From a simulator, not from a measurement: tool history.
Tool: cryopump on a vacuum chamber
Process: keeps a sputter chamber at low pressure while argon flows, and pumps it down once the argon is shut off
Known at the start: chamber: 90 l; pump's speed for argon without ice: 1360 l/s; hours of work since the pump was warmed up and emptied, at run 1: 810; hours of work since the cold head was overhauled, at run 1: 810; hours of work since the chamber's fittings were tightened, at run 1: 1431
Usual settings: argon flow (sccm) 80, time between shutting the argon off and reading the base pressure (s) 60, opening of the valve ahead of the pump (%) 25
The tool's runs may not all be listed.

run	day	argon flow (sccm)	time between shutting the argon off and reading the base pressure (s)	opening of the valve ahead of the pump (%)	hours of work since the pump was warmed up and emptied	hours of work since the cold head was overhauled	hours of work since the chamber's fittings were tightened	pressure while argon flows (Pa)	pressure after the wait (uPa)
1	0.000	80	60	25	810	810	1431	0.4261	1.66
2	1.083	126	60	25	831	831	1451	0.6764	1.70
3	2.112	108	60	25	850	850	1471	0.5832	1.71
# day 2.433: pump warmed up, emptied and cooled again
4	3.096	80	21	25	12	864	1485	0.3988	3.00
5	4.092	80	21	25	31	883	1504	0.3989	2.98
6	4.888	80	148	25	46	898	1519	0.3994	1.03
7	5.767	80	60	25	62	914	1535	0.4004	1.52
8	6.846	80	60	25	83	935	1555	0.4023	1.59
9	7.821	80	60	25	101	953	1574	0.4006	1.55
10	8.575	80	60	36	115	967	1588	0.2801	1.61
11	9.104	80	215	25	125	977	1598	0.4042	1.00
12	9.750	80	106	31	137	989	1610	0.3243	1.23
13	10.979	98	106	39	160	1012	1633	0.3170	1.24
14	11.775	158	95	42	175	1027	1648	0.4787	1.27
15	13.012	158	95	42	198	1050	1671	0.4791	1.33
16	13.812	158	95	42	213	1065	1686	0.4779	1.30
17	15.012	158	95	42	236	1088	1708	0.4827	1.33
18	15.996	80	135	25	254	1106	1727	0.4066	1.21
19	17.188	80	135	25	276	1128	1749	0.4051	1.23
20	17.900	53	37	22	290	1142	1762	0.3047	2.16
21	18.633	80	67	27	303	1155	1776	0.3774	1.56
22	19.871	80	67	27	327	1178	1799	0.3793	1.59

Hidden state at the last listed run before each entry between runs and at the first one after, where it differs:
Between runs 3 and 4: pump warmed up, emptied and cooled again (day 2.433)
  pump's speed, % of a pump's without ice: 75.8 -> 99.1; cold plate's temperature, K: 12.3 -> 12.31; leak into the chamber, uPa l/s: 938 -> 944
  measured less the result without the state, pressure while argon flows (Pa): +0.0440 -> +0.0016; pressure after the wait (uPa): +0.70 -> +0.48
